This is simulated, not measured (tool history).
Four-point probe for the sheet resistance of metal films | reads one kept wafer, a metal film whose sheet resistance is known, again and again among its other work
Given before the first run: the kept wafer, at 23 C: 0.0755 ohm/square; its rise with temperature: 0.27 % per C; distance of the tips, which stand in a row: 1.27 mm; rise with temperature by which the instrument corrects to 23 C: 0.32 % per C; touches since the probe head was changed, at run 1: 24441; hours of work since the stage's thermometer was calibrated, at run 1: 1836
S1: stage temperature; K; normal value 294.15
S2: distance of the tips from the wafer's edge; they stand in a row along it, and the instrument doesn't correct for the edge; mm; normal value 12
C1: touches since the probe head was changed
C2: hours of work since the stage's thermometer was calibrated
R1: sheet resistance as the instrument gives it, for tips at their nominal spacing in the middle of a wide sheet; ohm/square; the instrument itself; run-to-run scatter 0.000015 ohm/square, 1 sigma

run 1 hour=0.0 | S1=294.15 S2=12 | C1=24441 C2=1836 | R1=0.076134
run 2 hour=48.4 | S1=294.15 S2=13 | C1=25845 C2=1870 | R1=0.076047
run 3 hour=83.1 | S1=294.15 S2=13 | C1=26851 C2=1894 | R1=0.076088
run 4 hour=127.8 | S1=294.15 S2=13 | C1=28148 C2=1925 | R1=0.076043
run 5 hour=154.6 | S1=296.15 S2=12 | C1=28924 C2=1943 | R1=0.076057
run 6 hour=197.1 | S1=294.15 S2=61 | C1=30155 C2=1973 | R1=0.075752
run 7 hour=224.3 | S1=294.15 S2=61 | C1=30944 C2=1992 | R1=0.075718
run 8 hour=253.4 | S1=294.15 S2=61 | C1=31791 C2=2012 | R1=0.075744
run 9 hour=280.9 | S1=304.15 S2=12 | C1=32586 C2=2031 | R1=0.075787
run 10 hour=317.9 | S1=301.15 S2=46 | C1=33660 C2=2056 | R1=0.075464
run 11 hour=356.0 | S1=301.15 S2=3 | C1=34765 C2=2083 | R1=0.082053

What does the tool deliver on the next run?
run 12 hour=385.4 | S1=301.15 S2=3 | C1=35616 C2=2103 | R1=?

{"run 12": {"R1": 0.082053}}
If the tool had no hidden condition, the same run with the same run-to-run variation would have returned R1 0.081881 ohm/square.
